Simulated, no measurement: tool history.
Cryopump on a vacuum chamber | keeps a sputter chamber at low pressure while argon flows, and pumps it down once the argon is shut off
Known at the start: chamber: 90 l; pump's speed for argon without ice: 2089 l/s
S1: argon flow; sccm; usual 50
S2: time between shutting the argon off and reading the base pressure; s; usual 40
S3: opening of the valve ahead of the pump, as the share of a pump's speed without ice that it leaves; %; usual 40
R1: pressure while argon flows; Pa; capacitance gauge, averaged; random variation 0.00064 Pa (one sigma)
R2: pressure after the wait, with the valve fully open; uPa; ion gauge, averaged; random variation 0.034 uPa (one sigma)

Run 1, hour 0: usual settings. Result: R1 0.1052 Pa, R2 1.94 uPa.
Run 2, hour 94.9: usual settings. Result: R1 0.1065 Pa, R2 2.03 uPa.
Run 3, hour 207.6: usual settings. Result: R1 0.1096 Pa, R2 2.09 uPa.
Run 4, hour 268.5: usual settings but S2 37 s. Result: R1 0.1111 Pa, R2 2.25 uPa.
Run 5, hour 339.2: usual settings. Result: R1 0.1014 Pa, R2 2.07 uPa.
Run 6, hour 463.6: usual settings. Result: R1 0.1031 Pa, R2 1.97 uPa.
Run 7, hour 562.7: usual settings but S2 228 s. Result: R1 0.1036 Pa, R2 0.74 uPa.
Run 8, hour 636.3: usual settings but S3 46 %. Result: R1 0.092 Pa, R2 2.14 uPa.
Run 9, hour 727.9: usual settings but S3 46 %. Result: R1 0.0945 Pa, R2 2.19 uPa.
Run 10, hour 837.1: usual settings but S3 46 %. Result: R1 0.0969 Pa, R2 2.19 uPa.
Run 11, hour 946.7: usual settings but S2 32 s, S3 46 %. Result: R1 0.0985 Pa, R2 2.69 uPa.
Run 12, hour 1022.7: usual settings. Result: R1 0.1024 Pa, R2 2.15 uPa.
Run 13, hour 1094.7: usual settings but S1 64 sccm, S2 22 s, S3 18 %. Result: R1 0.292 Pa, R2 3.58 uPa.
Run 14, hour 1157.6: usual settings but S1 77 sccm, S2 205 s. Result: R1 0.1602 Pa, R2 0.82 uPa.
Run 15, hour 1237.6: usual settings but S1 97 sccm, S2 205 s, S3 30 %. Result: R1 0.2709 Pa, R2 0.83 uPa.
Run 16, hour 1296.9: usual settings but S1 81 sccm, S2 205 s, S3 20 %. Result: R1 0.3371 Pa, R2 0.89 uPa.
Run 17, hour 1395.1: usual settings but S1 81 sccm, S2 109 s, S3 20 %. Result: R1 0.3373 Pa, R2 1.16 uPa.
Run 18, hour 1452.1: usual settings but S1 26 sccm, S2 109 s, S3 20 %. Result: R1 0.1091 Pa, R2 1.27 uPa.
Run 19, hour 1565.2: usual settings but S1 26 sccm, S2 109 s, S3 16 %. Result: R1 0.1356 Pa, R2 1.28 uPa.

Not shown: 2 entries that the log had between the listed runs. Between which runs, and how does the tool's hidden state differ before and after?
Between runs 4 and 5: pump warmed up, emptied and cooled again (hour 330.5)
  pump's speed, % of a pump's without ice: 82.1 -> 99.5; cold plate's temperature, K: 12.45 -> 12.46; leak into the chamber, uPa l/s: 732 -> 749
  measured less the result without the state, R1: +0.0093 -> +0.0006 Pa; R2: +0.29 -> +0.23 uPa
Between runs 11 and 12: pump warmed up, emptied and cooled again (hour 959.8)
  pump's speed, % of a pump's without ice: 81 -> 97.5; cold plate's temperature, K: 12.59 -> 12.61; leak into the chamber, uPa l/s: 923 -> 945
  measured less the result without the state, R1: +0.0101 -> +0.0015 Pa; R2: +0.42 -> +0.32 uPa
